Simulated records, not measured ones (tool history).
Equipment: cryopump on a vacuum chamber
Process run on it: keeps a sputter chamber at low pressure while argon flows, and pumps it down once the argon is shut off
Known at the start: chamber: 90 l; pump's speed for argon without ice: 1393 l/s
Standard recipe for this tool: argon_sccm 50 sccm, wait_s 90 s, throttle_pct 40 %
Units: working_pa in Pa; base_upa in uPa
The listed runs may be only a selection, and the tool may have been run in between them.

run	hour	argon_sccm	wait_s	throttle_pct	working_pa	base_upa
1	0	50	90	40	0.1549	1.9
2	110.7	50	90	40	0.1582	2.01
3	200	50	90	40	0.1612	2.01
4	316.7	50	90	40	0.1652	2.11
5	425.7	50	90	40	0.1707	2.24
6	476.5	50	90	22	0.2976	2.37
# hour 542.6: pump warmed up, emptied and cooled again
7	561.4	50	90	22	0.2753	2.06
8	617.8	50	90	40	0.155	2.05
9	679.3	50	90	40	0.1575	2.21
10	734.9	50	90	40	0.1591	2.26
11	818.5	50	90	40	0.1629	2.27
12	921	65	90	40	0.2175	2.42
13	996	65	90	40	0.222	2.46
14	1092.3	65	90	40	0.2268	2.61
# hour 1160.2: pump warmed up, emptied and cooled again
15	1177.1	65	90	40	0.1996	2.2
16	1269.7	51	90	48	0.1358	2.34
17	1345.7	51	90	48	0.1367	2.46
18	1450.9	51	90	48	0.142	2.58
19	1553.4	51	90	48	0.1447	2.69

Run 20 is up next; what results do you expect?
# hour 1634.3: leaking fittings of the chamber tightened, without venting
20	1639.8	60	90	48	?	?

working_pa: 0.1763 Pa
base_upa: 1.46 uPa
Without the tool's hidden state the same run would have given working_pa 0.1521 Pa, base_upa 1.36 uPa.
